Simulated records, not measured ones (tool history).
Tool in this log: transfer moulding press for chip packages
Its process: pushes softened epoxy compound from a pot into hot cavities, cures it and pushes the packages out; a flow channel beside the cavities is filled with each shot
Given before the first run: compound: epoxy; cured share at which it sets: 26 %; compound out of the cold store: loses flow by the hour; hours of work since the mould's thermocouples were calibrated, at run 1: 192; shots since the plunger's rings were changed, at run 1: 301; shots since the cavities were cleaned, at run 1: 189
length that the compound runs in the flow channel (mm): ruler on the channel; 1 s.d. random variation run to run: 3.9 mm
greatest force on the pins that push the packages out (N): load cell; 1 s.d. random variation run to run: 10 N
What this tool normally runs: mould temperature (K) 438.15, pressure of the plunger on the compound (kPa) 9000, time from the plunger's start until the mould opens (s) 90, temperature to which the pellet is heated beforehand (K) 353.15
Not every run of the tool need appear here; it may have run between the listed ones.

run	day	mould temperature (K)	pressure of the plunger on the compound (kPa)	time from the plunger's start until the mould opens (s)	temperature to which the pellet is heated beforehand (K)	hours of work since the mould's thermocouples were calibrated	shots since the plunger's rings were changed	shots since the cavities were cleaned	incoming compound's hours out of the cold store	length that the compound runs in the flow channel (mm)	greatest force on the pins that push the packages out (N)
1	0	438.15	9000	90	353.15	192	301	189	35.8	727	543
2	0.246	438.15	9000	90	353.15	195	359	247	31.4	732	561
3	0.679	438.15	8490	90	353.15	201	461	349	46.3	679	578
# day 1.175: cavities cleaned with cleaning compound and waxed
4	1.204	438.15	8490	90	353.15	206	570	7	40	690	646
5	1.662	438.15	9000	124	353.15	212	678	115	46.1	695	495
6	1.929	438.15	9000	124	353.15	216	741	178	37.3	716	506
7	2.346	438.15	9000	90	350.15	221	839	276	16	758	746
8	2.775	438.15	9000	90	350.15	226	940	377	22	732	735
# day 2.946: cavities cleaned with cleaning compound and waxed, once more
9	3.3	438.15	9000	90	351.15	232	1049	83	22.2	735	505
10	3.792	438.15	9000	90	351.15	238	1164	198	34.2	711	539
11	4.204	438.15	9000	90	351.15	243	1262	296	29.1	720	585
12	4.471	438.15	9000	90	351.15	247	1324	358	11.9	764	620
13	4.762	444.15	9000	90	351.15	250	1393	427	9.3	749	481
# day 4.921: cavities cleaned with cleaning compound and waxed
14	5.312	444.15	9000	90	360.15	257	1508	92	11.8	746	400
15	5.783	444.15	9000	90	360.15	263	1619	203	18.6	732	426
16	6.167	438.15	8060	72	353.15	267	1710	294	19.9	689	1003
17	6.425	446.15	8250	90	359.15	271	1770	354	42	647	447
18	6.75	438.15	8560	129	347.15	275	1847	431	12.1	727	445
# day 6.912: cavities cleaned with cleaning compound and waxed
19	7.162	431.15	9000	90	361.15	279	1929	59	30.2	726	767
20	7.412	431.15	9000	90	361.15	282	1988	118	36.5	713	815
21	7.829	435.15	7430	99	350.15	288	2086	216	11.1	682	545
22	8.2	436.15	9000	110	357.15	292	2174	304	12.9	748	465
23	8.65	431.15	8370	125	343.15	298	2279	409	20.3	719	524
# day 8.9: cavities cleaned with cleaning compound and waxed
24	8.95	439.15	9260	126	343.15	301	2336	12	42.4	686	335
25	9.179	439.15	9260	126	347.15	304	2389	65	37.8	700	345
26	9.638	436.15	9260	126	362.15	309	2498	174	32.2	718	378
27	9.942	436.15	9260	126	362.15	313	2569	245	26.2	725	418

A few steps of length that the compound runs in the flow channel (mm) between consecutive runs. Split each: what settings, incoming material and random variation would produce without the hidden state, and what is left over for the hidden state, along with gauge scatter present in only one of the two compared results (measured, and without hidden state):
What the log doesn't record here: true mould temperature over the reading, C; pressure that reaches the compound, % of what is set; grip of the stained cavities, % over clean ones'; drift of the gauge itself on flow_mm, %; drift of the gauge itself on push_out_n, %.
Run 17 -> 18: mould temperature (K) 446.15 -> 438.15, pressure of the plunger on the compound (kPa) 8250 -> 8560, time from the plunger's start until the mould opens (s) 90 -> 129, temperature to which the pellet is heated beforehand (K) 359.15 -> 347.15. length that the compound runs in the flow channel (mm) +80: hidden state -5, all else +85.
Run 21 -> 22: mould temperature (K) 435.15 -> 436.15, pressure of the plunger on the compound (kPa) 7430 -> 9000, time from the plunger's start until the mould opens (s) 99 -> 110, temperature to which the pellet is heated beforehand (K) 350.15 -> 357.15. length that the compound runs in the flow channel (mm) +66: hidden state -3, all else +69.

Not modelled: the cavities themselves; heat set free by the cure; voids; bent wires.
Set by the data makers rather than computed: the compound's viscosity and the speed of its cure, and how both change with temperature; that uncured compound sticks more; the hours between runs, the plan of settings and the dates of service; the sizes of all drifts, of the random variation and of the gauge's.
